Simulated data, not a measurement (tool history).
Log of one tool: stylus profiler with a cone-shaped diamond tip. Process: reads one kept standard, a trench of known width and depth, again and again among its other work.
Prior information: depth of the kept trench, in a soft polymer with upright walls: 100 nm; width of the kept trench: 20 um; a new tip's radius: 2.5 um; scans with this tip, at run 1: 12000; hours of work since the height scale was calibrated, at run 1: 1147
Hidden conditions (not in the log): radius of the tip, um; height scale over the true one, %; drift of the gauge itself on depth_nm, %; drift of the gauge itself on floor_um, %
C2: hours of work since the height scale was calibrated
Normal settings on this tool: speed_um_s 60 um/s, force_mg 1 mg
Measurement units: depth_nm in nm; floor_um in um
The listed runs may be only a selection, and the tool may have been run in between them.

run 1 day=0 | speed_um_s=60 force_mg=1 | scans_with_this_tip=12000 C2=1147 | depth_nm=101.15 floor_um=18.09
run 2 day=2.508 | speed_um_s=60 force_mg=1 | scans_with_this_tip=12253 C2=1171 | depth_nm=101.2 floor_um=18.08
run 3 day=6.804 | speed_um_s=60 force_mg=1 | scans_with_this_tip=12688 C2=1213 | depth_nm=101.12 floor_um=18.09
run 4 day=9.562 | speed_um_s=60 force_mg=1 | scans_with_this_tip=12967 C2=1239 | depth_nm=101.25 floor_um=18.07
run 5 day=12.971 | speed_um_s=18 force_mg=1 | scans_with_this_tip=13311 C2=1272 | depth_nm=101.18 floor_um=18.22
run 6 day=15.908 | speed_um_s=18 force_mg=1 | scans_with_this_tip=13608 C2=1301 | depth_nm=101.16 floor_um=18.22
run 7 day=19.162 | speed_um_s=18 force_mg=1.18 | scans_with_this_tip=13937 C2=1332 | depth_nm=101.3 floor_um=18.19
run 8 day=22.692 | speed_um_s=18 force_mg=1.18 | scans_with_this_tip=14294 C2=1366 | depth_nm=101.28 floor_um=18.09
run 9 day=26.642 | speed_um_s=18 force_mg=1.18 | scans_with_this_tip=14694 C2=1404 | depth_nm=101.27 floor_um=18.21
run 10 day=30.938 | speed_um_s=18 force_mg=1.18 | scans_with_this_tip=15128 C2=1446 | depth_nm=101.46 floor_um=18.14
run 11 day=35.179 | speed_um_s=18 force_mg=1.18 | scans_with_this_tip=15557 C2=1487 | depth_nm=101.38 floor_um=18.13
run 12 day=38.567 | speed_um_s=18 force_mg=1.18 | scans_with_this_tip=15900 C2=1520 | depth_nm=101.43 floor_um=18.16
run 13 day=42.804 | speed_um_s=23 force_mg=1.18 | scans_with_this_tip=16328 C2=1561 | depth_nm=101.3 floor_um=18.1
run 14 day=46.738 | speed_um_s=23 force_mg=1.18 | scans_with_this_tip=16726 C2=1599 | depth_nm=101.37 floor_um=18.07
run 15 day=50.179 | speed_um_s=23 force_mg=1.18 | scans_with_this_tip=17074 C2=1632 | depth_nm=101.36 floor_um=18.14
run 16 day=53.35 | speed_um_s=23 force_mg=1.18 | scans_with_this_tip=17395 C2=1662 | depth_nm=101.41 floor_um=18.13
-- day=53.788 height scale calibrated on a step standard
run 17 day=55.8 | speed_um_s=60 force_mg=1 | scans_with_this_tip=17640 C2=19 | depth_nm=101.34 floor_um=17.95
run 18 day=59.992 | speed_um_s=60 force_mg=1 | scans_with_this_tip=18064 C2=60 | depth_nm=101.44 floor_um=17.96
run 19 day=63.479 | speed_um_s=193 force_mg=1.01 | scans_with_this_tip=18417 C2=94 | depth_nm=101.43 floor_um=17.57
run 20 day=66.512 | speed_um_s=193 force_mg=1.01 | scans_with_this_tip=18724 C2=123 | depth_nm=101.37 floor_um=17.54
-- day=67.858 height scale calibrated on a step standard, once more
run 21 day=70.3 | speed_um_s=193 force_mg=0.55 | scans_with_this_tip=19105 C2=24 | depth_nm=100.67 floor_um=17.3
run 22 day=73.592 | speed_um_s=193 force_mg=0.55 | scans_with_this_tip=19437 C2=55 | depth_nm=100.65 floor_um=17.3
run 23 day=76.962 | speed_um_s=193 force_mg=0.55 | scans_with_this_tip=19778 C2=88 | depth_nm=100.6 floor_um=17.29
run 24 day=78.9 | speed_um_s=56 force_mg=0.54 | scans_with_this_tip=19974 C2=107 | depth_nm=100.65 floor_um=17.93
run 25 day=82.621 | speed_um_s=227 force_mg=0.4 | scans_with_this_tip=20350 C2=143 | depth_nm=100.54 floor_um=17
run 26 day=86.896 | speed_um_s=227 force_mg=0.4 | scans_with_this_tip=20783 C2=184 | depth_nm=100.53 floor_um=16.95
run 27 day=89.117 | speed_um_s=21 force_mg=1.23 | scans_with_this_tip=21007 C2=205 | depth_nm=101 floor_um=18.04
run 28 day=91.908 | speed_um_s=170 force_mg=1 | scans_with_this_tip=21290 C2=232 | depth_nm=100.92 floor_um=17.54
run 29 day=96.012 | speed_um_s=170 force_mg=1 | scans_with_this_tip=21705 C2=272 | depth_nm=100.93 floor_um=17.55
run 30 day=99.338 | speed_um_s=181 force_mg=0.46 | scans_with_this_tip=22041 C2=304 | depth_nm=100.59 floor_um=17.24
run 31 day=101.938 | speed_um_s=28 force_mg=0.46 | scans_with_this_tip=22304 C2=329 | depth_nm=100.58 floor_um=17.96
run 32 day=105.612 | speed_um_s=25 force_mg=2.45 | scans_with_this_tip=22675 C2=365 | depth_nm=101.68 floor_um=18.01
run 33 day=110.1 | speed_um_s=25 force_mg=2.45 | scans_with_this_tip=23129 C2=408 | depth_nm=101.64 floor_um=17.95

Below are 4 alternative next runs, each starting from the tool's condition after run 33. Predict each:
run A day=113.246 | speed_um_s=48 force_mg=2.45 | scans_with_this_tip=23447 C2=439 | depth_nm=? floor_um=?
run B day=113.246 | speed_um_s=16 force_mg=1.89 | scans_with_this_tip=23447 C2=439 | depth_nm=? floor_um=?
run C day=113.246 | speed_um_s=164 force_mg=2.45 | scans_with_this_tip=23447 C2=439 | depth_nm=? floor_um=?
run D day=113.246 | speed_um_s=204 force_mg=1.19 | scans_with_this_tip=23447 C2=439 | depth_nm=? floor_um=?

run=A depth_nm=101.79 floor_um=17.96
run=B depth_nm=101.46 floor_um=18.03
run=C depth_nm=101.72 floor_um=17.69
run=D depth_nm=101.06 floor_um=17.46
Without the tool's hidden state the same runs would have given:
run=A depth_nm=101.62 floor_um=18.53
run=B depth_nm=101.29 floor_um=18.6
run=C depth_nm=101.55 floor_um=18.26
run=D depth_nm=100.9 floor_um=18.03
